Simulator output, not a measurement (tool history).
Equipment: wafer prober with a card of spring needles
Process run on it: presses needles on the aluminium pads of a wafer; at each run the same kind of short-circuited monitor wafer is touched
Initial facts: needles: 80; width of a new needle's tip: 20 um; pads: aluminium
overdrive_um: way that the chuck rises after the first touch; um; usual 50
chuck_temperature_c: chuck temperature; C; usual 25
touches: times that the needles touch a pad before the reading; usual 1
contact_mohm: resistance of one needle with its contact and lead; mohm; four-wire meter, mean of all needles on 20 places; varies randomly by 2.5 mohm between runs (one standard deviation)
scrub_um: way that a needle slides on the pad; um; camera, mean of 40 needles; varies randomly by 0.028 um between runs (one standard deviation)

| run | hour | overdrive_um | chuck_temperature_c | touches | contact_mohm | scrub_um |
|---|---|---|---|---|---|---|
| 1 | 0 | 50 | 25 | 1 | 316 | 10.9 |
|  | 15.8 | height of the first contact set anew |
|  | 21 | tips cleaned on abrasive film |
|  | 46.2 | tips cleaned on abrasive film |
|  | 71.2 | tips cleaned on abrasive film |
| 2 | 71.4 | 50 | 38 | 1 | 314 | 11.1 |
|  | 95.6 | tips cleaned on abrasive film |
|  | 120 | tips cleaned on abrasive film |
| 3 | 129.2 | 50 | 38 | 1 | 407 | 11.05 |
|  | 143.7 | tips cleaned on abrasive film |
|  | 167.5 | tips cleaned on abrasive film |
| 4 | 173.5 | 50 | 38 | 1 | 405 | 11.05 |
|  | 190.2 | tips cleaned on abrasive film |
|  | 211 | tips cleaned on abrasive film |
| 5 | 230.2 | 50 | 25 | 1 | 432 | 11.01 |
|  | 233.4 | tips cleaned on abrasive film |
|  | 257.7 | tips cleaned on abrasive film |
|  | 280.6 | tips cleaned on abrasive film |
| 6 | 301 | 50 | 25 | 1 | 424 | 11.01 |
|  | 306.2 | tips cleaned on abrasive film |
|  | 330.6 | tips cleaned on abrasive film |
|  | 354.8 | tips cleaned on abrasive film |
| 7 | 368.2 | 50 | 27 | 1 | 425 | 10.93 |
|  | 377.8 | tips cleaned on abrasive film |
|  | 399.1 | tips cleaned on abrasive film |
|  | 408 | tips cleaned on abrasive film, once more |
|  | 430.5 | tips cleaned on abrasive film |
| 8 | 430.5 | 50 | 27 | 1 | 308 | 10.9 |
|  | 453.4 | tips cleaned on abrasive film |
|  | 478.6 | tips cleaned on abrasive film |
| 9 | 490.9 | 50 | 27 | 1 | 429 | 10.83 |
|  | 501.3 | tips cleaned on abrasive film |
|  | 524.5 | tips cleaned on abrasive film |
|  | 535.1 | height of the first contact set anew |
| 10 | 540.1 | 50 | 27 | 1 | 423 | 11.12 |
|  | 549 | tips cleaned on abrasive film |
|  | 572.8 | tips cleaned on abrasive film |
| 11 | 578.4 | 50 | 25 | 2 | 357 | 11.13 |
|  | 593.6 | tips cleaned on abrasive film |
|  | 615.9 | tips cleaned on abrasive film |
| 12 | 626.9 | 50 | 25 | 2 | 368 | 11.06 |
|  | 636.8 | tips cleaned on abrasive film |
|  | 661.2 | tips cleaned on abrasive film |
| 13 | 664.1 | 50 | 103 | 1 | 383 | 11.07 |
|  | 683.2 | tips cleaned on abrasive film |
|  | 705 | tips cleaned on abrasive film |
| 14 | 715.2 | 50 | 25 | 1 | 416 | 10.97 |
|  | 730.7 | tips cleaned on abrasive film |
| 15 | 749.4 | 50 | 64 | 2 | 388 | 11.05 |
|  | 753.1 | tips cleaned on abrasive film |
|  | 777.5 | tips cleaned on abrasive film |
| 16 | 796.1 | 50 | 83 | 1 | 451 | 11.01 |
|  | 801.3 | tips cleaned on abrasive film |
|  | 823 | tips cleaned on abrasive film |
| 17 | 826.8 | 37 | 95 | 2 | 412 | 8.07 |
|  | 845.7 | tips cleaned on abrasive film |
|  | 869.8 | tips cleaned on abrasive film |
| 18 | 878.6 | 44 | 114 | 2 | 416 | 9.59 |
|  | 893.4 | tips cleaned on abrasive film |
| 19 | 913.4 | 32 | 31 | 2 | 521 | 6.93 |
|  | 918.6 | tips cleaned on abrasive film |
|  | 943.8 | tips cleaned on abrasive film |
|  | 968.2 | tips cleaned on abrasive film |
| 20 | 971.4 | 35 | 47 | 3 | 382 | 7.56 |
|  | 989.3 | tips cleaned on abrasive film |
|  | 1012 | tips cleaned on abrasive film |
|  | 1033.6 | tips cleaned on abrasive film |
| 21 | 1035.2 | 35 | 34 | 3 | 353 | 7.49 |
|  | 1050.4 | height of the first contact set anew |
|  | 1055.6 | tips cleaned on abrasive film |
|  | 1078.9 | tips cleaned on abrasive film |
| 22 | 1098.6 | 35 | 34 | 3 | 413 | 7.75 |
|  | 1103 | tips cleaned on abrasive film |
|  | 1126.6 | tips cleaned on abrasive film |
|  | 1148.9 | tips cleaned on abrasive film |
| 23 | 1152.4 | 33 | 34 | 3 | 384 | 7.3 |
|  | 1173 | tips cleaned on abrasive film |
|  | 1196.8 | tips cleaned on abrasive film |
| 24 | 1212.9 | 64 | 107 | 1 | 392 | 14.19 |
|  | 1221 | tips cleaned on abrasive film |
|  | 1245.9 | tips cleaned on abrasive film |
|  | 1271.5 | tips cleaned on abrasive film |
| 25 | 1283.8 | 55 | 50 | 2 | 360 | 12.11 |
|  | 1292.7 | tips cleaned on abrasive film |
|  | 1315.4 | tips cleaned on abrasive film |
| 26 | 1319.1 | 35 | 50 | 2 | 427 | 7.67 |
|  | 1339.7 | tips cleaned on abrasive film |
|  | 1364.7 | tips cleaned on abrasive film |
| 27 | 1383.6 | 35 | 98 | 1 | 612 | 7.6 |
|  | 1388.8 | tips cleaned on abrasive film |
|  | 1411.8 | tips cleaned on abrasive film |
|  | 1433.6 | tips cleaned on abrasive film |
| 28 | 1433.6 | 35 | 98 | 1 | 360 | 7.59 |

3 options for the next run, each taken on its own from the tool as it stands now. Forecast them:
|  | 1458.7 | tips cleaned on abrasive film |
|  | 1484.4 | tips cleaned on abrasive film |
|  | 1505.6 | tips cleaned on abrasive film |
| A | 1506.7 | 50 | 25 | 2 | ? | ? |
|  | 1458.7 | tips cleaned on abrasive film |
|  | 1484.4 | tips cleaned on abrasive film |
|  | 1505.6 | tips cleaned on abrasive film |
| B | 1506.7 | 35 | 58 | 1 | ? | ? |
|  | 1458.7 | tips cleaned on abrasive film |
|  | 1484.4 | tips cleaned on abrasive film |
|  | 1505.6 | tips cleaned on abrasive film |
| C | 1506.7 | 35 | 75 | 3 | ? | ? |

| run | contact_mohm | scrub_um |
|---|---|---|
| A | 315 | 10.86 |
| B | 401 | 7.52 |
| C | 362 | 7.53 |
With no hidden state in the tool, these same runs would have given:
| run | contact_mohm | scrub_um |
|---|---|---|
| A | 287 | 11.12 |
| B | 319 | 7.78 |
| C | 326 | 7.79 |
